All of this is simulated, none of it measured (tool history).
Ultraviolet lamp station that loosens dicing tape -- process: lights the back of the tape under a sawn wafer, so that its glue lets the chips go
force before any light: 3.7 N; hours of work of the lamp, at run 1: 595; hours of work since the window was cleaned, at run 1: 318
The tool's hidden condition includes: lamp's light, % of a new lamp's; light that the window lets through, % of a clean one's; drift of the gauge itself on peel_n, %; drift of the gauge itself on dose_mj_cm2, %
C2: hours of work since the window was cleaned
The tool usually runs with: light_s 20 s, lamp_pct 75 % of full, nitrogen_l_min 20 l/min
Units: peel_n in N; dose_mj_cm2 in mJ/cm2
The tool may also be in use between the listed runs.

run 1 day=0.000 | light_s=20 lamp_pct=75 nitrogen_l_min=20 | hours_of_work_of_the_lamp=595 C2=318 | peel_n=0.437 dose_mj_cm2=377
run 2 day=1.175 | light_s=20 lamp_pct=75 nitrogen_l_min=9 | hours_of_work_of_the_lamp=611 C2=333 | peel_n=0.726 dose_mj_cm2=377
run 3 day=2.312 | light_s=20 lamp_pct=75 nitrogen_l_min=9 | hours_of_work_of_the_lamp=626 C2=348 | peel_n=0.679 dose_mj_cm2=371
run 4 day=3.775 | light_s=20 lamp_pct=75 nitrogen_l_min=9 | hours_of_work_of_the_lamp=645 C2=368 | peel_n=0.726 dose_mj_cm2=367
run 5 day=4.775 | light_s=20 lamp_pct=83 nitrogen_l_min=9 | hours_of_work_of_the_lamp=658 C2=381 | peel_n=0.595 dose_mj_cm2=404
run 6 day=5.479 | light_s=20 lamp_pct=75 nitrogen_l_min=20 | hours_of_work_of_the_lamp=667 C2=390 | peel_n=0.479 dose_mj_cm2=365
run 7 day=7.092 | light_s=20 lamp_pct=75 nitrogen_l_min=20 | hours_of_work_of_the_lamp=688 C2=411 | peel_n=0.467 dose_mj_cm2=359
run 8 day=8.454 | light_s=36 lamp_pct=75 nitrogen_l_min=20 | hours_of_work_of_the_lamp=706 C2=429 | peel_n=0.254 dose_mj_cm2=643
run 9 day=9.846 | light_s=36 lamp_pct=75 nitrogen_l_min=20 | hours_of_work_of_the_lamp=724 C2=447 | peel_n=0.257 dose_mj_cm2=639
run 10 day=10.917 | light_s=20 lamp_pct=69 nitrogen_l_min=20 | hours_of_work_of_the_lamp=738 C2=461 | peel_n=0.574 dose_mj_cm2=327
run 11 day=12.512 | light_s=20 lamp_pct=69 nitrogen_l_min=20 | hours_of_work_of_the_lamp=759 C2=482 | peel_n=0.559 dose_mj_cm2=324
run 12 day=13.446 | light_s=20 lamp_pct=69 nitrogen_l_min=20 | hours_of_work_of_the_lamp=772 C2=494 | peel_n=0.562 dose_mj_cm2=318
run 13 day=14.842 | light_s=20 lamp_pct=69 nitrogen_l_min=20 | hours_of_work_of_the_lamp=790 C2=513 | peel_n=0.553 dose_mj_cm2=320
run 14 day=16.171 | light_s=20 lamp_pct=69 nitrogen_l_min=33 | hours_of_work_of_the_lamp=807 C2=530 | peel_n=0.452 dose_mj_cm2=321
run 15 day=17.675 | light_s=20 lamp_pct=69 nitrogen_l_min=33 | hours_of_work_of_the_lamp=827 C2=550 | peel_n=0.467 dose_mj_cm2=317
-- day=17.762 window cleaned of glue's vapour
run 16 day=19.225 | light_s=20 lamp_pct=69 nitrogen_l_min=33 | hours_of_work_of_the_lamp=847 C2=19 | peel_n=0.485 dose_mj_cm2=303
run 17 day=20.008 | light_s=20 lamp_pct=75 nitrogen_l_min=10 | hours_of_work_of_the_lamp=857 C2=29 | peel_n=0.789 dose_mj_cm2=326
run 18 day=21.558 | light_s=20 lamp_pct=75 nitrogen_l_min=6 | hours_of_work_of_the_lamp=878 C2=50 | peel_n=1.022 dose_mj_cm2=327
run 19 day=22.225 | light_s=20 lamp_pct=75 nitrogen_l_min=6 | hours_of_work_of_the_lamp=886 C2=59 | peel_n=0.991 dose_mj_cm2=322
run 20 day=23.229 | light_s=19 lamp_pct=99 nitrogen_l_min=39 | hours_of_work_of_the_lamp=900 C2=72 | peel_n=0.324 dose_mj_cm2=404
run 21 day=24.217 | light_s=16 lamp_pct=99 nitrogen_l_min=39 | hours_of_work_of_the_lamp=913 C2=85 | peel_n=0.408 dose_mj_cm2=337
-- day=24.962 window cleaned of glue's vapour, once more
run 22 day=25.662 | light_s=18 lamp_pct=69 nitrogen_l_min=7 | hours_of_work_of_the_lamp=931 C2=9 | peel_n=1.052 dose_mj_cm2=300
run 23 day=26.346 | light_s=34 lamp_pct=69 nitrogen_l_min=32 | hours_of_work_of_the_lamp=940 C2=18 | peel_n=0.227 dose_mj_cm2=570
run 24 day=27.375 | light_s=24 lamp_pct=91 nitrogen_l_min=7 | hours_of_work_of_the_lamp=954 C2=32 | peel_n=0.463 dose_mj_cm2=520
run 25 day=28.379 | light_s=16 lamp_pct=70 nitrogen_l_min=17 | hours_of_work_of_the_lamp=967 C2=45 | peel_n=0.800 dose_mj_cm2=266
run 26 day=29.712 | light_s=21 lamp_pct=95 nitrogen_l_min=11 | hours_of_work_of_the_lamp=984 C2=62 | peel_n=0.466 dose_mj_cm2=470
run 27 day=31.171 | light_s=21 lamp_pct=95 nitrogen_l_min=11 | hours_of_work_of_the_lamp=1004 C2=81 | peel_n=0.469 dose_mj_cm2=467
run 28 day=31.850 | light_s=34 lamp_pct=75 nitrogen_l_min=20 | hours_of_work_of_the_lamp=1012 C2=90 | peel_n=0.269 dose_mj_cm2=602
run 29 day=32.579 | light_s=20 lamp_pct=75 nitrogen_l_min=35 | hours_of_work_of_the_lamp=1022 C2=100 | peel_n=0.386 dose_mj_cm2=349
run 30 day=34.192 | light_s=14 lamp_pct=95 nitrogen_l_min=10 | hours_of_work_of_the_lamp=1043 C2=121 | peel_n=0.870 dose_mj_cm2=306
run 31 day=35.262 | light_s=14 lamp_pct=95 nitrogen_l_min=10 | hours_of_work_of_the_lamp=1057 C2=135 | peel_n=0.876 dose_mj_cm2=305
run 32 day=35.954 | light_s=14 lamp_pct=95 nitrogen_l_min=10 | hours_of_work_of_the_lamp=1066 C2=144 | peel_n=0.863 dose_mj_cm2=300
run 33 day=36.779 | light_s=32 lamp_pct=78 nitrogen_l_min=10 | hours_of_work_of_the_lamp=1077 C2=155 | peel_n=0.370 dose_mj_cm2=566
run 34 day=38.158 | light_s=11 lamp_pct=71 nitrogen_l_min=20 | hours_of_work_of_the_lamp=1095 C2=173 | peel_n=1.206 dose_mj_cm2=174
run 35 day=39.162 | light_s=11 lamp_pct=66 nitrogen_l_min=20 | hours_of_work_of_the_lamp=1108 C2=186 | peel_n=1.279 dose_mj_cm2=166
-- day=39.521 lamp changed
run 36 day=40.808 | light_s=20 lamp_pct=61 nitrogen_l_min=29 | hours_of_work_of_the_lamp=17 C2=207 | peel_n=0.421 dose_mj_cm2=362

For run 37, what comes out?
run 37 day=41.808 | light_s=23 lamp_pct=80 nitrogen_l_min=6 | hours_of_work_of_the_lamp=30 C2=220 | peel_n=? dose_mj_cm2=?

peel_n: 0.512 N
dose_mj_cm2: 539 mJ/cm2
Had the tool carried no hidden state, the very same run would have given peel_n 0.479 N, dose_mj_cm2 565 mJ/cm2.
